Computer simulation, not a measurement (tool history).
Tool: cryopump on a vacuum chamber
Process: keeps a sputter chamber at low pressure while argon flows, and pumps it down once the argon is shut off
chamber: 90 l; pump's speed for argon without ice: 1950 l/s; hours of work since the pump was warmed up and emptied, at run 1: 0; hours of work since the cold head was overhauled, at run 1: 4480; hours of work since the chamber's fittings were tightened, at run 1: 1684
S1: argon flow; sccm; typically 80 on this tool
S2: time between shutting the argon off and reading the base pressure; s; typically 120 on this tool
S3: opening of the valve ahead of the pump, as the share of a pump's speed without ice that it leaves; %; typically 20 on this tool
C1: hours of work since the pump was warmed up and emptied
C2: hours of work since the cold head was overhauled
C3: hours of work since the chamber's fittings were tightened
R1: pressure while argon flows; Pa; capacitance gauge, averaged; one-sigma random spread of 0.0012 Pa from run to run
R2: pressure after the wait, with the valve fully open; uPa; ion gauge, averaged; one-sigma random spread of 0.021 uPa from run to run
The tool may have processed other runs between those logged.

run 1 hour=0 | S1=80 S2=120 S3=20 | C1=0 C2=4480 C3=1684 | R1=0.3489 R2=1.08
run 2 hour=124.8 | S1=80 S2=120 S3=20 | C1=111 C2=4591 C3=1795 | R1=0.3506 R2=1.11
run 3 hour=189.1 | S1=80 S2=233 S3=20 | C1=168 C2=4648 C3=1852 | R1=0.3542 R2=1.03
run 4 hour=294.5 | S1=80 S2=233 S3=24 | C1=261 C2=4742 C3=1946 | R1=0.2947 R2=1.05
-- hour=394.9 leaking fittings of the chamber tightened, without venting
run 5 hour=425.2 | S1=115 S2=120 S3=20 | C1=376 C2=4856 C3=27 | R1=0.5119 R2=0.56
run 6 hour=482.8 | S1=103 S2=120 S3=20 | C1=427 C2=4907 C3=78 | R1=0.4593 R2=0.59
run 7 hour=577.3 | S1=103 S2=34 S3=20 | C1=511 C2=4991 C3=162 | R1=0.4609 R2=1.48
run 8 hour=652.5 | S1=103 S2=34 S3=20 | C1=577 C2=5058 C3=229 | R1=0.4643 R2=1.55
run 9 hour=745.4 | S1=103 S2=34 S3=20 | C1=660 C2=5140 C3=311 | R1=0.4647 R2=1.56
run 10 hour=834.3 | S1=94 S2=108 S3=26 | C1=739 C2=5219 C3=390 | R1=0.3313 R2=0.76
-- hour=911.4 pump warmed up, emptied and cooled again
run 11 hour=953.9 | S1=32 S2=148 S3=20 | C1=38 C2=5321 C3=492 | R1=0.1405 R2=0.67

Estimate the outcome of run 12 from the log above:
run 12 hour=1029.8 | S1=67 S2=291 S3=16 | C1=105 C2=5388 C3=559 | R1=? R2=?

R1: 0.3655 Pa
R2: 0.49 uPa
Without the tool's hidden state the same run would have given R1 0.3618 Pa, R2 0.27 uPa.

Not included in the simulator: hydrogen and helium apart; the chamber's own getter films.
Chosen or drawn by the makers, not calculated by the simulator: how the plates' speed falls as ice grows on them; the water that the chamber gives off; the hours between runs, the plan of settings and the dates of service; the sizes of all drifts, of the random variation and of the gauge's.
